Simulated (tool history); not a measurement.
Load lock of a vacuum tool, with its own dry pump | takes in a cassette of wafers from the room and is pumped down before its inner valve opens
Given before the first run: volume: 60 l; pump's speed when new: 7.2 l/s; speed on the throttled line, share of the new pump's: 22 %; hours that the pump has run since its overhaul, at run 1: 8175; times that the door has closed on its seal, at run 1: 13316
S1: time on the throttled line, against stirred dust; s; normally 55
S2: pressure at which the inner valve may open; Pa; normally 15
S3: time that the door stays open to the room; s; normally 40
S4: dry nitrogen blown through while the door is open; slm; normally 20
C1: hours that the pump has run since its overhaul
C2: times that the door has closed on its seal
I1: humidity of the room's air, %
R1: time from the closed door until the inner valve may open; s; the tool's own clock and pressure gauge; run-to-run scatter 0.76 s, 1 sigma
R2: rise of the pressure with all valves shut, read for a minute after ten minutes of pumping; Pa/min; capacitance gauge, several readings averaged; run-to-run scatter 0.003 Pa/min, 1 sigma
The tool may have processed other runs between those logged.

| run | hour | S1 | S2 | S3 | S4 | C1 | C2 | I1 | R1 | R2 |
|---|---|---|---|---|---|---|---|---|---|---|
| 1 | 0 | 55 | 15 | 40 | 20 | 8175 | 13316 | 45.9 | 121.9 | 0.219 |
| 2 | 183 | 55 | 15 | 40 | 20 | 8358 | 13971 | 44.4 | 122.3 | 0.231 |
| 3 | 324.8 | 55 | 15 | 40 | 25 | 8500 | 14478 | 48.2 | 121.3 | 0.243 |
| 4 | 587.1 | 55 | 15 | 40 | 25 | 8762 | 15416 | 48.1 | 121.5 | 0.262 |
| 5 | 785.1 | 55 | 15 | 40 | 25 | 8960 | 16124 | 47.3 | 120.7 | 0.287 |
| 6 | 1057.3 | 55 | 15 | 40 | 20 | 9232 | 17097 | 41.8 | 122 | 0.311 |
| 7 | 1250.4 | 55 | 15 | 40 | 20 | 9426 | 17788 | 46.4 | 123 | 0.328 |
| 8 | 1482.2 | 55 | 15 | 40 | 20 | 9657 | 18617 | 48.8 | 121.4 | 0.364 |
| 9 | 1711.9 | 75 | 15 | 35 | 21 | 9887 | 19438 | 43.1 | 138 | 0.374 |
| 10 | 1930.3 | 54 | 15 | 43 | 27 | 10106 | 20219 | 47.3 | 121.8 | 0.401 |
| 11 | 2125.7 | 54 | 15 | 43 | 27 | 10301 | 20918 | 43.8 | 121.9 | 0.443 |
|  | 2172.9 | door's seal changed, seat wiped |
| 12 | 2255.3 | 54 | 15 | 43 | 27 | 10429 | 295 | 44.5 | 121.6 | 0.028 |

Here are 3 independent what-if runs from the current tool condition. What would each one return?
| A | 2544.8 | 54 | 27 | 177 | 27 | 10719 | 1330 | 44 | ? | ? |
| B | 2544.8 | 79 | 15 | 40 | 21 | 10719 | 1330 | 49.7 | ? | ? |
| C | 2544.8 | 54 | 15 | 207 | 27 | 10719 | 1330 | 44 | ? | ? |

| run | R1 | R2 |
|---|---|---|
| A | 116.1 | 0.082 |
| B | 140.4 | 0.034 |
| C | 121.1 | 0.093 |
What these runs would have given with no unlogged condition in the tool:
| run | R1 | R2 |
|---|---|---|
| A | 110.8 | 0.072 |
| B | 135.2 | 0.024 |
| C | 115.4 | 0.083 |
